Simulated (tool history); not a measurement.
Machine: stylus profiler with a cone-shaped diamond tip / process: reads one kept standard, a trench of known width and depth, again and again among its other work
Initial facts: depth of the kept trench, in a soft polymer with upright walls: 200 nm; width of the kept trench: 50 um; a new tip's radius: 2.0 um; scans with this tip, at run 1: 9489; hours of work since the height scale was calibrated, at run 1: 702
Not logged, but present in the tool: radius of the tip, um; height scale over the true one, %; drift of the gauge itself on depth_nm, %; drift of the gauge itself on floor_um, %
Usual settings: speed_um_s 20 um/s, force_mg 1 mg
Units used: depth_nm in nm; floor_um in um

run	day	speed_um_s	force_mg	scans with this tip	hours of work since the height scale was calibrated	depth_nm	floor_um
1	0	20	1	9489	702	200.63	47.93
2	0.508	20	1.54	9581	709	200.76	47.94
3	0.954	20	1	9663	715	200.66	47.97
4	1.592	20	0.51	9779	723	200.21	47.92
5	2.225	20	0.89	9894	732	200.58	47.94
6	2.608	25	0.89	9965	737	200.5	47.9
7	3.067	25	0.89	10048	743	200.47	47.93
8	3.725	20	1	10168	752	200.5	47.94
9	4.521	20	1	10313	763	200.45	47.94
# day 4.579: height scale calibrated on a step standard
10	4.883	27	1	10376	4	200.57	47.84
11	5.392	27	1	10468	11	200.57	47.95
12	6.117	27	1	10601	21	200.33	47.9
# day 6.388: height scale calibrated on a step standard, once more
13	6.65	11	0.81	10694	4	200.57	47.98
14	7.15	20	1	10785	10	200.88	47.93
15	7.65	20	1	10877	17	200.83	47.88
16	8.175	6	2.64	10972	24	201.58	48
17	8.754	20	0.39	11078	32	200.51	47.88
18	9.15	15	1.26	11151	37	200.83	47.97
19	9.958	9	2.46	11298	48	201.44	47.98

Same runs, no hidden state in the tool, same run-to-run variation:
run	depth_nm	floor_um
1	200.82	48.14
2	200.95	48.16
3	200.85	48.19
4	200.4	48.14
5	200.79	48.16
6	200.71	48.12
7	200.68	48.16
8	200.71	48.17
9	200.66	48.18
10	200.82	48.08
11	200.82	48.19
12	200.59	48.14
13	200.55	48.22
14	200.86	48.18
15	200.81	48.12
16	201.57	48.25
17	200.49	48.13
18	200.82	48.22
19	201.44	48.23
